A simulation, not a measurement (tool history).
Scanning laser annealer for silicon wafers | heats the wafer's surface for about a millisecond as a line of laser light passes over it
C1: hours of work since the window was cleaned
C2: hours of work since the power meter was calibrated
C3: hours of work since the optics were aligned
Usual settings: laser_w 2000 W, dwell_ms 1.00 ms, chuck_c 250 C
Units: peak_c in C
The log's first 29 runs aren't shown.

{"run": 30, "hour": 254.3, "laser_w": 2119, "dwell_ms": 0.71, "chuck_c": 270, "C1": 325, "C2": 126, "C3": 970, "peak_c": 917}
{"run": 31, "hour": 262.3, "laser_w": 2000, "dwell_ms": 0.99, "chuck_c": 211, "C1": 328, "C2": 129, "C3": 974, "peak_c": 925}
{"run": 32, "hour": 272.6, "laser_w": 2000, "dwell_ms": 0.99, "chuck_c": 231, "C1": 332, "C2": 133, "C3": 978, "peak_c": 946}
{"run": 33, "hour": 280.8, "laser_w": 2000, "dwell_ms": 0.99, "chuck_c": 231, "C1": 336, "C2": 137, "C3": 981, "peak_c": 947}
{"run": 34, "hour": 290.3, "laser_w": 2000, "dwell_ms": 0.99, "chuck_c": 231, "C1": 340, "C2": 141, "C3": 985, "peak_c": 949}
{"run": 35, "hour": 299.0, "laser_w": 2000, "dwell_ms": 1.0, "chuck_c": 233, "C1": 343, "C2": 144, "C3": 989, "peak_c": 953}
{"run": 36, "hour": 308.3, "laser_w": 2000, "dwell_ms": 1.0, "chuck_c": 250, "C1": 347, "C2": 148, "C3": 993, "peak_c": 970}
{"run": 37, "hour": 315.1, "laser_w": 2000, "dwell_ms": 0.84, "chuck_c": 253, "C1": 350, "C2": 151, "C3": 996, "peak_c": 913}
{"run": 38, "hour": 324.6, "laser_w": 2103, "dwell_ms": 1.03, "chuck_c": 250, "C1": 354, "C2": 155, "C3": 1000, "peak_c": 1019}

3 ways to go on from here, each from the tool as it stands after run 38. What would each give?
{"hour": 328.2, "done": "window over the wafer cleaned"}
{"run": "A", "hour": 337.4, "laser_w": 1887, "dwell_ms": 1.1, "chuck_c": 250, "C1": 4, "C2": 159, "C3": 1004, "peak_c": "?"}
{"hour": 328.2, "done": "window over the wafer cleaned"}
{"run": "B", "hour": 337.4, "laser_w": 2103, "dwell_ms": 0.9, "chuck_c": 258, "C1": 4, "C2": 159, "C3": 1004, "peak_c": "?"}
{"hour": 328.2, "done": "window over the wafer cleaned"}
{"run": "C", "hour": 337.4, "laser_w": 1946, "dwell_ms": 1.0, "chuck_c": 250, "C1": 4, "C2": 159, "C3": 1004, "peak_c": "?"}

run=A peak_c=957
run=B peak_c=977
run=C peak_c=948
Without the tool's hidden state the same runs would have given:
run=A peak_c=957
run=B peak_c=978
run=C peak_c=949
